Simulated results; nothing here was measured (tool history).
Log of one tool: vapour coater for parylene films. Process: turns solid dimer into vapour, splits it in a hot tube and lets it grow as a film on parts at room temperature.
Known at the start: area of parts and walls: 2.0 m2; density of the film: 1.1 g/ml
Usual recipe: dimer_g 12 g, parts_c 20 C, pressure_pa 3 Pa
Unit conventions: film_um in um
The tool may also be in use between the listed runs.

run 1 day=0 | dimer_g=12 parts_c=20 pressure_pa=3 | film_um=3.51
run 2 day=0.462 | dimer_g=12 parts_c=13 pressure_pa=3 | film_um=4.15
run 3 day=0.85 | dimer_g=12 parts_c=28 pressure_pa=3 | film_um=2.86
run 4 day=1.571 | dimer_g=12 parts_c=29 pressure_pa=3 | film_um=2.76
run 5 day=2.283 | dimer_g=12 parts_c=29 pressure_pa=3 | film_um=2.73
run 6 day=2.912 | dimer_g=12 parts_c=29 pressure_pa=3 | film_um=2.7
run 7 day=3.25 | dimer_g=10 parts_c=29 pressure_pa=3 | film_um=2.24
run 8 day=3.962 | dimer_g=12 parts_c=17 pressure_pa=3 | film_um=3.66
run 9 day=4.45 | dimer_g=12 parts_c=17 pressure_pa=3 | film_um=3.58
run 10 day=5.179 | dimer_g=12 parts_c=20 pressure_pa=3 | film_um=3.36
run 11 day=5.683 | dimer_g=12 parts_c=20 pressure_pa=10.6 | film_um=2.9
run 12 day=6.25 | dimer_g=12 parts_c=20 pressure_pa=3 | film_um=3.33
run 13 day=6.933 | dimer_g=12 parts_c=20 pressure_pa=3 | film_um=3.29
run 14 day=7.35 | dimer_g=12 parts_c=20 pressure_pa=3 | film_um=3.27
run 15 day=7.808 | dimer_g=12 parts_c=20 pressure_pa=5.27 | film_um=3.06
run 16 day=8.496 | dimer_g=12 parts_c=20 pressure_pa=10.37 | film_um=2.85
run 17 day=9.004 | dimer_g=12 parts_c=20 pressure_pa=10.37 | film_um=3.27
run 18 day=9.446 | dimer_g=12 parts_c=20 pressure_pa=3 | film_um=3.65
run 19 day=9.938 | dimer_g=12 parts_c=20 pressure_pa=2.63 | film_um=3.76
run 20 day=10.492 | dimer_g=12 parts_c=20 pressure_pa=2.63 | film_um=3.7
run 21 day=10.796 | dimer_g=12 parts_c=27 pressure_pa=3 | film_um=3.03
run 22 day=11.488 | dimer_g=12 parts_c=27 pressure_pa=3 | film_um=2.99
run 23 day=11.846 | dimer_g=12 parts_c=27 pressure_pa=3 | film_um=2.98
run 24 day=12.5 | dimer_g=12 parts_c=28 pressure_pa=2.07 | film_um=3.07
run 25 day=12.862 | dimer_g=12 parts_c=18 pressure_pa=6.47 | film_um=3.45
run 26 day=13.538 | dimer_g=12 parts_c=18 pressure_pa=6.47 | film_um=3.37
run 27 day=14.096 | dimer_g=12 parts_c=18 pressure_pa=6.47 | film_um=3.41
run 28 day=14.738 | dimer_g=12 parts_c=18 pressure_pa=6.47 | film_um=3.36
run 29 day=15.138 | dimer_g=12 parts_c=18 pressure_pa=6.47 | film_um=3.39
run 30 day=15.521 | dimer_g=7 parts_c=24 pressure_pa=8.63 | film_um=1.6
run 31 day=16.2 | dimer_g=7 parts_c=27 pressure_pa=9.49 | film_um=1.48
run 32 day=16.742 | dimer_g=7 parts_c=27 pressure_pa=9.49 | film_um=1.47
run 33 day=17.167 | dimer_g=12 parts_c=15 pressure_pa=5.54 | film_um=3.65
run 34 day=17.721 | dimer_g=5 parts_c=24 pressure_pa=5.85 | film_um=1.18
run 35 day=18.129 | dimer_g=5 parts_c=24 pressure_pa=5.85 | film_um=1.19
run 36 day=18.742 | dimer_g=12 parts_c=14 pressure_pa=10.02 | film_um=3.45
run 37 day=19.212 | dimer_g=12 parts_c=20 pressure_pa=2.1 | film_um=3.48
run 38 day=19.9 | dimer_g=12 parts_c=20 pressure_pa=5.76 | film_um=3.09
run 39 day=20.225 | dimer_g=12 parts_c=22 pressure_pa=7.21 | film_um=2.87
run 40 day=20.817 | dimer_g=12 parts_c=13 pressure_pa=3.45 | film_um=3.94
run 41 day=21.138 | dimer_g=13 parts_c=31 pressure_pa=3.45 | film_um=2.67
run 42 day=21.554 | dimer_g=15 parts_c=20 pressure_pa=3 | film_um=4.09
run 43 day=22.267 | dimer_g=15 parts_c=20 pressure_pa=3 | film_um=4.02
run 44 day=22.975 | dimer_g=15 parts_c=20 pressure_pa=3 | film_um=4.06
run 45 day=23.442 | dimer_g=15 parts_c=20 pressure_pa=3 | film_um=4.64
run 46 day=24.146 | dimer_g=9 parts_c=16 pressure_pa=3.59 | film_um=2.96

Not shown here: 2 entries made in the log between runs. Locate each between two listed runs and compare the hidden state at the listed run before it with the hidden state at the listed run after it:
In the gap between runs 16 and 17: trap's valve overhauled (day 8.912)
  vapour lost through the trap's worn valve, %: 12.5 -> 0.3; true temperature of the parts over the reading, C: -0.43 -> -0.44
  measured result minus the result with no hidden state, film_um: -0.37 -> +0.03 um
In the gap between runs 44 and 45: trap's valve overhauled (day 23.183)
  vapour lost through the trap's worn valve, %: 13.2 -> 0.4; true temperature of the parts over the reading, C: -0.77 -> -0.78
  measured result minus the result with no hidden state, film_um: -0.53 -> +0.08 um
